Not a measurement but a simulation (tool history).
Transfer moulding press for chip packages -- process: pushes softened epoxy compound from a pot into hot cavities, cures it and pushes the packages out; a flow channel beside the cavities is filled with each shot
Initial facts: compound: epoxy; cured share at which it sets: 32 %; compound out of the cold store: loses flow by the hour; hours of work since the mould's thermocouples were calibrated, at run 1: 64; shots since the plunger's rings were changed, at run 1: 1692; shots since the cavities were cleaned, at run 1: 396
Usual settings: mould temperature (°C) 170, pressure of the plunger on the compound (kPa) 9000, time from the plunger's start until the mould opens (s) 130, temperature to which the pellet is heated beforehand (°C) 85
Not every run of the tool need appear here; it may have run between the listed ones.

run    hour  mould temperature (°C)  pressure of the plunger on the compound (kPa)  time from the plunger's start until the mould opens (s)  temperature to which the pellet is heated beforehand (°C)  hours of work since the mould's thermocouples were calibrated  shots since the plunger's rings were changed  shots since the cavities were cleaned  incoming compound's hours out of the cold store  length that the compound runs in the flow channel (mm)  greatest force on the pins that push the packages out (N)
  1     0.0                     170                                           9000                                                      130                                                         85                                                             64                                          1692                                    396                                             42.4                                                     797                                                        391
  2    29.7                     170                                           9000                                                      130                                                         85                                                             80                                          1924                                    628                                             28.0                                                     833                                                        371
       86.7  -- cavities cleaned with cleaning compound and waxed
  3    90.3                     170                                           9000                                                      130                                                         85                                                            113                                          2385                                     29                                             32.2                                                     831                                                        377
  4   140.5                     170                                           9000                                                      130                                                         85                                                            140                                          2776                                    420                                             38.8                                                     806                                                        385
  5   175.1                     170                                           9000                                                      130                                                         85                                                            159                                          3045                                    689                                             32.5                                                     825                                                        384
  6   211.4                     170                                           9000                                                      130                                                         85                                                            179                                          3329                                    973                                             11.3                                                     885                                                        388
      226.5  -- cavities cleaned with cleaning compound and waxed
  7   246.1                     177                                           9000                                                      130                                                         85                                                            197                                          3587                                    153                                              9.6                                                     859                                                        327
  8   290.7                     177                                           9000                                                      130                                                         85                                                            221                                          3935                                    501                                             34.3                                                     791                                                        314
  9   324.2                     177                                           9000                                                      130                                                         85                                                            240                                          4197                                    763                                             12.1                                                     852                                                        321
      361.9  -- cavities cleaned with cleaning compound and waxed
 10   361.9                     177                                           9000                                                      130                                                         85                                                            259                                          4478                                      0                                             16.2                                                     843                                                        311
 11   392.7                     177                                           9000                                                      130                                                         85                                                            276                                          4718                                    240                                             29.4                                                     796                                                        322
      449.9  -- plunger's sealing rings changed
 12   464.9                     177                                           9000                                                      130                                                         85                                                            314                                           117                                    784                                             31.1                                                     804                                                        327
 13   494.0                     177                                           9000                                                      130                                                         85                                                            330                                           344                                   1011                                             37.5                                                     782                                                        334
      502.0  -- cavities cleaned with cleaning compound and waxed
 14   534.0                     170                                           9000                                                      130                                                         85                                                            351                                           644                                    250                                             29.5                                                     835                                                        390
 15   598.5                     163                                          10890                                                      122                                                         92                                                            386                                          1147                                    753                                             34.5                                                     938                                                        712
      639.6  -- cavities cleaned with cleaning compound and waxed
 16   649.3                     163                                           7410                                                      166                                                         90                                                            413                                          1531                                     75                                             16.7                                                     821                                                        396
 17   699.6                     175                                           7460                                                      130                                                         76                                                            441                                          1923                                    467                                             31.2                                                     737                                                        336
 18   759.7                     162                                           9000                                                      130                                                         95                                                            474                                          2392                                    936                                             14.0                                                     923                                                        680
      776.1  -- cavities cleaned with cleaning compound and waxed
 19   800.2                     162                                           9000                                                      130                                                         95                                                            495                                          2696                                    187                                             10.4                                                     926                                                        687
 20   851.6                     162                                           9000                                                      130                                                         95                                                            523                                          3097                                    588                                             34.6                                                     846                                                        632
 21   904.6                     162                                           9000                                                      130                                                         95                                                            552                                          3510                                   1001                                             33.1                                                     866                                                        644
      915.1  -- cavities cleaned with cleaning compound and waxed
 22   947.1                     171                                           9000                                                      130                                                         95                                                            574                                          3830                                    249                                             33.4                                                     812                                                        359
      961.0  -- mould's thermocouples calibrated
 23   978.8                     172                                           9510                                                      131                                                         85                                                             10                                          4061                                    480                                             22.4                                                     869                                                        361
 24  1026.4                     172                                           9510                                                      131                                                         85                                                             36                                          4432                                    851                                             34.2                                                     828                                                        346
     1057.6  -- cavities cleaned with cleaning compound and waxed
 25  1060.5                     170                                          10400                                                      130                                                         85                                                             54                                          4687                                     23                                             44.6                                                     854                                                        386
     1119.2  -- plunger's sealing rings changed
 26  1119.2                     170                                          10400                                                      130                                                         85                                                             84                                             0                                    461                                             26.9                                                     909                                                        379
 27  1190.5                     163                                           8580                                                      129                                                         87                                                            123                                           556                                   1017                                             41.8                                                     805                                                        622
     1197.7  -- cavities cleaned with cleaning compound and waxed
 28  1228.1                     163                                           8580                                                      129                                                         87                                                            143                                           837                                    237                                             29.7                                                     844                                                        596

Alternative continuations, all from the tool just after run 28; predict every row:
  A  1291.3                     162                                           9000                                                      154                                                         85                                                            177                                          1330                                    730                                              8.9                                                       ?                                                          ?
  B  1291.3                     163                                           8580                                                      130                                                         87                                                            177                                          1330                                    730                                             35.2                                                       ?                                                          ?
  C  1291.3                     163                                           9000                                                      130                                                         76                                                            177                                          1330                                    730                                             16.1                                                       ?                                                          ?

run  length that the compound runs in the flow channel (mm)  greatest force on the pins that push the packages out (N)
  A                                                     947                                                        518
  B                                                     833                                                        599
  C                                                     912                                                        653
Take away the tool's hidden state, keep each run's random variation, and the runs would have read:
run  length that the compound runs in the flow channel (mm)  greatest force on the pins that push the packages out (N)
  A                                                     948                                                        510
  B                                                     834                                                        589
  C                                                     913                                                        642
